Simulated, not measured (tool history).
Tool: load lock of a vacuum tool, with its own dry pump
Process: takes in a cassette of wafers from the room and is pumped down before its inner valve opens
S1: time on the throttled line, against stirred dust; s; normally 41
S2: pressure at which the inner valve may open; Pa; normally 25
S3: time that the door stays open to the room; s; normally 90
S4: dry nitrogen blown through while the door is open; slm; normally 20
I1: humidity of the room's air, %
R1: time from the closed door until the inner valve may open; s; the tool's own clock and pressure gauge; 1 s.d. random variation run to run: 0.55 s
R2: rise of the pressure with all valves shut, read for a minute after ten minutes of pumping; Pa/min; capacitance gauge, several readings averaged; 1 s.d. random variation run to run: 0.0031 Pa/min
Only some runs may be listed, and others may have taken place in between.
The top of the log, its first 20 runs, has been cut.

run 21 hour=4726.1 | S1=58 S2=28 S3=30 S4=6 | I1=46.6 | R1=95.5 R2=0.159
run 22 hour=4999.4 | S1=58 S2=35 S3=49 S4=8 | I1=48.6 | R1=94.4 R2=0.172
run 23 hour=5190.2 | S1=41 S2=25 S3=96 S4=20 | I1=45.5 | R1=85.3 R2=0.18
run 24 hour=5518.7 | S1=41 S2=25 S3=96 S4=5 | I1=44.6 | R1=85.2 R2=0.2
run 25 hour=5799.3 | S1=41 S2=25 S3=96 S4=5 | I1=42.1 | R1=85.3 R2=0.207
run 26 hour=5962.5 | S1=41 S2=25 S3=96 S4=5 | I1=45.5 | R1=86.4 R2=0.215
run 27 hour=6141.4 | S1=41 S2=25 S3=96 S4=5 | I1=42.9 | R1=86.7 R2=0.218
run 28 hour=6338.1 | S1=41 S2=41 S3=90 S4=39 | I1=42.1 | R1=83.5 R2=0.193
run 29 hour=6644.5 | S1=41 S2=39 S3=90 S4=20 | I1=46.7 | R1=83.5 R2=0.213
run 30 hour=6865.4 | S1=60 S2=39 S3=90 S4=7 | I1=40.3 | R1=97 R2=0.235
run 31 hour=7092.8 | S1=21 S2=24 S3=87 S4=19 | I1=45.2 | R1=73.8 R2=0.227
run 32 hour=7267.8 | S1=21 S2=24 S3=73 S4=19 | I1=45.6 | R1=72.9 R2=0.233
run 33 hour=7562.9 | S1=21 S2=24 S3=73 S4=19 | I1=44.2 | R1=74.8 R2=0.24
-- hour=7607.1 dry pump taken out, an overhauled one fitted
run 34 hour=7754.6 | S1=41 S2=25 S3=105 S4=20 | I1=44.3 | R1=76.3 R2=0.251
run 35 hour=8024.6 | S1=41 S2=25 S3=105 S4=5 | I1=45.5 | R1=76.2 R2=0.286
run 36 hour=8221.7 | S1=41 S2=25 S3=105 S4=5 | I1=46.1 | R1=77.8 R2=0.299

Consider 5 possible next runs. They are alternatives, not a sequence: every one starts from the tool as it was left by run 36. What does each give?
run A hour=8432.9 | S1=41 S2=28 S3=52 S4=5 | I1=42.8 | R1=? R2=?
run B hour=8432.9 | S1=41 S2=25 S3=105 S4=5 | I1=46.9 | R1=? R2=?
run C hour=8432.9 | S1=41 S2=25 S3=161 S4=5 | I1=45 | R1=? R2=?
run D hour=8432.9 | S1=33 S2=30 S3=64 S4=20 | I1=45.6 | R1=? R2=?
run E hour=8432.9 | S1=50 S2=46 S3=105 S4=27 | I1=43 | R1=? R2=?

run=A R1=76.6 R2=0.284
run=B R1=76.6 R2=0.309
run=C R1=76.8 R2=0.32
run=D R1=69.2 R2=0.267
run=E R1=80.4 R2=0.269
Had the tool no hidden state, the same runs would have come out as:
run=A R1=76 R2=0.063
run=B R1=76 R2=0.088
run=C R1=76.1 R2=0.096
run=D R1=68.5 R2=0.049
run=E R1=79.9 R2=0.048

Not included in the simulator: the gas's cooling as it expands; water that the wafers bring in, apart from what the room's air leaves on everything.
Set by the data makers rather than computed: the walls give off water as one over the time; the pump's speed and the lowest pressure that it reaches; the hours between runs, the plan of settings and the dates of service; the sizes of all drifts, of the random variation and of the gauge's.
